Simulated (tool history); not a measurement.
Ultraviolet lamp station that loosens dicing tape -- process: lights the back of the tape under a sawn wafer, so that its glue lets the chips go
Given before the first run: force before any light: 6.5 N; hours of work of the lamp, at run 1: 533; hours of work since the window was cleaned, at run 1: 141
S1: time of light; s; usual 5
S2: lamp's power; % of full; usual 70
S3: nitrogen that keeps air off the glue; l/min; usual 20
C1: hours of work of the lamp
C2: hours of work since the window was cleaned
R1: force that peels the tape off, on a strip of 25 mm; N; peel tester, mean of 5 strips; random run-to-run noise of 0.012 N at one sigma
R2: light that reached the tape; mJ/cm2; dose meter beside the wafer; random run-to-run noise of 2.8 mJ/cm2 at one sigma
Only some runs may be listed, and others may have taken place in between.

run    hour  S1  S2  S3    C1   C2     R1   R2
  1     0.0   5  70  20   533  141  0.743  339
  2    30.6   5  70  20   550  158  0.784  340
  3    72.9   5  94  20   572  181  0.452  447
  4   115.3   5  94  20   595  203  0.451  444
  5   163.4   5  94  20   621  229  0.462  434
  6   210.5   5  94  20   646  254  0.462  431
  7   239.3   5  94  20   662  270  0.483  423
  8   284.0   5  94  20   686  294  0.507  419
  9   323.3   5  93  20   707  315  0.521  402
 10   348.7   5  64  20   721  329  1.064  277
 11   382.4   5  64  20   739  347  1.092  273
 12   433.2   5  64  20   766  374  1.145  268
      438.3  -- window cleaned of glue's vapour
 13   481.3   5  64  20   792   23  1.345  239
 14   507.4   5  64  20   806   37  1.402  233
 15   538.9   5  64  20   823   54  1.424  234
 16   587.6   5  72  19   849   80  1.265  258
 17   628.9   5  72  19   871  102  1.257  254
 18   663.6   6  71  26   890  121  0.840  294
      700.0  -- window cleaned of glue's vapour, once more
 19   708.3   2  64  19   913    4  2.816  124
 20   751.5   2  64  19   937   28  2.944  122
 21   786.5   3  78   9   955   47  2.109  221
 22   841.4   4  70  20   985   76  1.232  262
 23   870.5   6  64   8  1001   92  1.215  347
 24   914.3   3  85   8  1024  115  2.120  230
 25   952.2   2  70  20  1044  136  2.831  121
 26   999.4   2  70  20  1070  161  2.950  123
 27  1049.4   7  78  20  1097  188  0.412  467

Below, some changes in R1 between adjacent runs. For each, the amount present without the hidden state too (settings, incoming material, random variation) and the amount remaining for the hidden state with gauge scatter not shared by both compared results:
Hidden state present: lamp's light, % of a new lamp's; light that the window lets through, % of a clean one's; drift of the gauge itself on peel_n, %; drift of the gauge itself on dose_mj_cm2, %.
Run 12 -> 13: window cleaned of glue's vapour. R1 +0.200 N: hidden state +0.235, all else -0.035.
Run 18 -> 19: S1 6 -> 2, S2 71 -> 64, S3 26 -> 19, window cleaned of glue's vapour, once more. R1 +1.976 N: hidden state -0.157, all else +2.133.
Run 26 -> 27: S1 2 -> 7, S2 70 -> 78. R1 -2.538 N: hidden state -0.434, all else -2.104.
